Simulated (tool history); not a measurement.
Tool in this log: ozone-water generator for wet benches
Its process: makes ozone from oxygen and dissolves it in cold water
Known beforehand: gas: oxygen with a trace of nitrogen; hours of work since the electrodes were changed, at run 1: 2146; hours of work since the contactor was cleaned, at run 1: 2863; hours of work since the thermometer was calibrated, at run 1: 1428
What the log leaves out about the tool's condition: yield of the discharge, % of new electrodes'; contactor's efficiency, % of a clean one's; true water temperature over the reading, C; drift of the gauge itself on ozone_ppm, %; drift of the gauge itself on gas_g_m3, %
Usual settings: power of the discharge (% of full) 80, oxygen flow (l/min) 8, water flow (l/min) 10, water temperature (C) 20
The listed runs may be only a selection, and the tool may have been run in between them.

run	day	power of the discharge (% of full)	oxygen flow (l/min)	water flow (l/min)	water temperature (C)	hours of work since the electrodes were changed	hours of work since the contactor was cleaned	hours of work since the thermometer was calibrated	dissolved ozone (ppm)	ozone in the gas ahead of the water (g/m3)
1	0	80	8	10	20	2146	2863	1428	30	172.1
2	4.917	80	8	10	20	2222	2938	1504	29.7	174.9
3	9.75	80	8	10	20	2296	3012	1578	29.5	171.9
4	14.892	80	8	10	20	2374	3091	1656	29.4	172.1
5	18.217	80	8	10	12	2425	3142	1707	35.1	172.8
# day 18.767: water thermometer calibrated
6	22.458	80	8	10	12	2490	3207	57	35	169.9
7	25.629	80	8	10	12	2538	3255	105	34.8	170.6
8	30.004	60	8	10	14	2605	3322	172	28	144.1
9	34.104	94	8	9	22	2668	3385	235	32.9	187.1
10	36.971	76	8	14	14	2712	3429	279	25.5	167.5
11	42.625	74	8	11	14	2799	3516	365	29.7	162.6
# day 45.388: water thermometer calibrated, once more
# day 46.025: contactor cleaned
12	47.842	80	8.92	8	19	2876	28	35	33.9	157.9
13	52.75	80	8.92	8	19	2951	103	110	33.5	158.1
14	55.562	80	8	10	20	2994	146	153	30.7	167.5

Measured less the same run without the tool's hidden state. The same run-to-run variation is in both; the gauge's scatter may not be:
run	dissolved ozone (ppm)	ozone in the gas ahead of the water (g/m3)
1	-3.3	-11.3
2	-3.5	-11.9
3	-3.6	-12.2
4	-3.7	-12.6
5	-4.4	-13
6	-4.6	-13.2
7	-4.6	-13.6
8	-3.4	-9.7
9	-4.8	-17.1
10	-3.9	-13.8
11	-4.4	-13.6
12	-3.1	-14.4
13	-3.2	-14.8
14	-3	-16
